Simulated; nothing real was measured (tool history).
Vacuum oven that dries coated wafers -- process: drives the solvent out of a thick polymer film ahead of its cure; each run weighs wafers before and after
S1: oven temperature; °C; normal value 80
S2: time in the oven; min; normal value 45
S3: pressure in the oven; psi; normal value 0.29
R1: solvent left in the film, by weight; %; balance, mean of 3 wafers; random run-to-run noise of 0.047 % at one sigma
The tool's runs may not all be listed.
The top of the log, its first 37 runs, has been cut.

run 38 hour=2838.9 | S1=84 S2=35 S3=0.29 | R1=2.31
run 39 hour=2903.4 | S1=69 S2=35 S3=0.967 | R1=11.25
run 40 hour=2964.9 | S1=67 S2=45 S3=0.373 | R1=7.47
run 41 hour=3025.9 | S1=80 S2=57 S3=0.608 | R1=3.43
run 42 hour=3117.7 | S1=80 S2=57 S3=0.608 | R1=3.44
run 43 hour=3190.8 | S1=80 S2=60 S3=0.205 | R1=1.47
run 44 hour=3253.5 | S1=80 S2=60 S3=0.205 | R1=1.47
run 45 hour=3299.5 | S1=91 S2=26 S3=0.686 | R1=3.01
run 46 hour=3366.1 | S1=80 S2=45 S3=0.303 | R1=2.48

Here are 5 independent what-if runs from the current tool condition. What would each one return?
run A hour=3458.2 | S1=91 S2=58 S3=0.381 | R1=?
run B hour=3458.2 | S1=83 S2=60 S3=0.424 | R1=?
run C hour=3458.2 | S1=80 S2=49 S3=0.29 | R1=?
run D hour=3458.2 | S1=74 S2=67 S3=0.278 | R1=?
run E hour=3458.2 | S1=89 S2=72 S3=0.265 | R1=?

run=A R1=1.24
run=B R1=1.97
run=C R1=2.3
run=D R1=2.66
run=E R1=0.85
Without the tool's unlogged condition, the same runs would have read:
run=A R1=1.22
run=B R1=1.95
run=C R1=2.28
run=D R1=2.63
run=E R1=0.84

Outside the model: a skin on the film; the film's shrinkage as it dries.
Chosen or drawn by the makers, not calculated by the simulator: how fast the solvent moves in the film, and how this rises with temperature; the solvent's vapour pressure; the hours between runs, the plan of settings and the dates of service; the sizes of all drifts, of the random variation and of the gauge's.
